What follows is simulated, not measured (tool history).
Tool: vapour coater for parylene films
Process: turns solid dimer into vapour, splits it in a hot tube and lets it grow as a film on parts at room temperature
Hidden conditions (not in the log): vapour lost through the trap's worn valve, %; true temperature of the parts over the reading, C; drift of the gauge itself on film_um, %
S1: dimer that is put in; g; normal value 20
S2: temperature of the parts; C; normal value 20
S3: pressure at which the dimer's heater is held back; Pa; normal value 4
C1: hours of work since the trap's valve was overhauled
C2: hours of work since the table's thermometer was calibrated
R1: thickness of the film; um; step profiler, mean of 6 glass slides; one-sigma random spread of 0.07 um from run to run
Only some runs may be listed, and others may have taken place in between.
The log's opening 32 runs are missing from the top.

| run | hour | S1 | S2 | S3 | C1 | C2 | R1 |
|---|---|---|---|---|---|---|---|
| 33 | 371.7 | 20 | 20 | 4.59 | 438 | 49 | 8.02 |
| 34 | 383.6 | 20 | 20 | 4.59 | 448 | 59 | 7.86 |
| 35 | 395.6 | 32 | 20 | 4.27 | 458 | 69 | 12.62 |
| 36 | 409.6 | 16 | 29 | 4.27 | 470 | 81 | 4.68 |
| 37 | 425.5 | 20 | 20 | 6.33 | 483 | 94 | 7.51 |
| 38 | 440 | 20 | 20 | 6.33 | 496 | 107 | 7.6 |
| 39 | 453.6 | 9 | 24 | 7.21 | 507 | 118 | 2.85 |
| 40 | 469.8 | 18 | 28 | 2.7 | 521 | 132 | 5.82 |
| 41 | 477.1 | 18 | 28 | 2.7 | 527 | 138 | 5.83 |
| 42 | 485.7 | 10 | 14 | 6.84 | 535 | 145 | 4.5 |
| 43 | 499.3 | 9 | 13 | 7.15 | 546 | 157 | 4.25 |
| 44 | 514.4 | 22 | 13 | 10.82 | 559 | 170 | 9.88 |
| 45 | 530.8 | 22 | 13 | 10.82 | 573 | 184 | 9.63 |
| 46 | 543.6 | 20 | 15 | 4 | 584 | 195 | 9.48 |

Below are 5 alternative next runs, each starting from the tool's condition after run 46. Predict each:
| A | 552 | 20 | 20 | 3.04 | 591 | 202 | ? |
| B | 552 | 20 | 20 | 2.29 | 591 | 202 | ? |
| C | 552 | 24 | 18 | 3.48 | 591 | 202 | ? |
| D | 552 | 10 | 25 | 8.98 | 591 | 202 | ? |
| E | 552 | 19 | 20 | 4 | 591 | 202 | ? |

| run | R1 |
|---|---|
| A | 8.52 |
| B | 8.81 |
| C | 10.49 |
| D | 2.92 |
| E | 7.64 |
Had the tool no hidden state, the same runs would have come out as:
| run | R1 |
|---|---|
| A | 8.97 |
| B | 9.27 |
| C | 11.04 |
| D | 3.07 |
| E | 8.04 |
